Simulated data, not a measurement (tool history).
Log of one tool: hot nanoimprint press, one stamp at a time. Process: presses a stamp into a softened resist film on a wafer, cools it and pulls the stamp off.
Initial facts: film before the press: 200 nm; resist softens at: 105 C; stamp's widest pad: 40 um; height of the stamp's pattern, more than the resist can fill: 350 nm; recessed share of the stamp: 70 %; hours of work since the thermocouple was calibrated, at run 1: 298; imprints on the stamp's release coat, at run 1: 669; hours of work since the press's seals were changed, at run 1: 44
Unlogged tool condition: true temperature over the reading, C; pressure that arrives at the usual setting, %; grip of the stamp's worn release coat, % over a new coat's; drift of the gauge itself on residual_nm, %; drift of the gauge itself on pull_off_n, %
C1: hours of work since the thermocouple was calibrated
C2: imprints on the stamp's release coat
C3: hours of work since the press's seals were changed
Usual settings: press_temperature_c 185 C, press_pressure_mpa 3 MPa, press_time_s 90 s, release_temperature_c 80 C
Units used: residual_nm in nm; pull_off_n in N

{"run": 1, "hour": 0.0, "press_temperature_c": 185, "press_pressure_mpa": 3, "press_time_s": 90, "release_temperature_c": 80, "C1": 298, "C2": 669, "C3": 44, "residual_nm": 97.7, "pull_off_n": 154}
{"run": 2, "hour": 6.8, "press_temperature_c": 185, "press_pressure_mpa": 3, "press_time_s": 90, "release_temperature_c": 80, "C1": 302, "C2": 683, "C3": 47, "residual_nm": 96.6, "pull_off_n": 151}
{"run": 3, "hour": 15.2, "press_temperature_c": 185, "press_pressure_mpa": 3.04, "press_time_s": 90, "release_temperature_c": 80, "C1": 306, "C2": 699, "C3": 51, "residual_nm": 96.6, "pull_off_n": 152}
{"run": 4, "hour": 24.0, "press_temperature_c": 185, "press_pressure_mpa": 3.04, "press_time_s": 90, "release_temperature_c": 80, "C1": 310, "C2": 716, "C3": 55, "residual_nm": 95.7, "pull_off_n": 159}
{"run": 5, "hour": 37.4, "press_temperature_c": 185, "press_pressure_mpa": 3.04, "press_time_s": 90, "release_temperature_c": 80, "C1": 317, "C2": 742, "C3": 62, "residual_nm": 96.7, "pull_off_n": 155}
{"run": 6, "hour": 48.5, "press_temperature_c": 185, "press_pressure_mpa": 2.29, "press_time_s": 90, "release_temperature_c": 80, "C1": 322, "C2": 764, "C3": 68, "residual_nm": 111.6, "pull_off_n": 161}
{"run": 7, "hour": 56.9, "press_temperature_c": 185, "press_pressure_mpa": 2.29, "press_time_s": 90, "release_temperature_c": 80, "C1": 326, "C2": 780, "C3": 72, "residual_nm": 113, "pull_off_n": 161}
{"run": 8, "hour": 66.9, "press_temperature_c": 194, "press_pressure_mpa": 2.29, "press_time_s": 131, "release_temperature_c": 83, "C1": 331, "C2": 799, "C3": 77, "residual_nm": 71.9, "pull_off_n": 148}

Run 9, settings as shown, results not yet in. Your forecast:
{"run": 9, "hour": 74.9, "press_temperature_c": 188, "press_pressure_mpa": 3, "press_time_s": 69, "release_temperature_c": 80, "C1": 335, "C2": 815, "C3": 81, "residual_nm": "?", "pull_off_n": "?"}

Run 9 gave residual_nm 95.3 nm, pull_off_n 157 N.
Were there no unlogged condition in the tool, this run, its random variation unchanged, would have produced residual_nm 90.6 nm, pull_off_n 119 N.
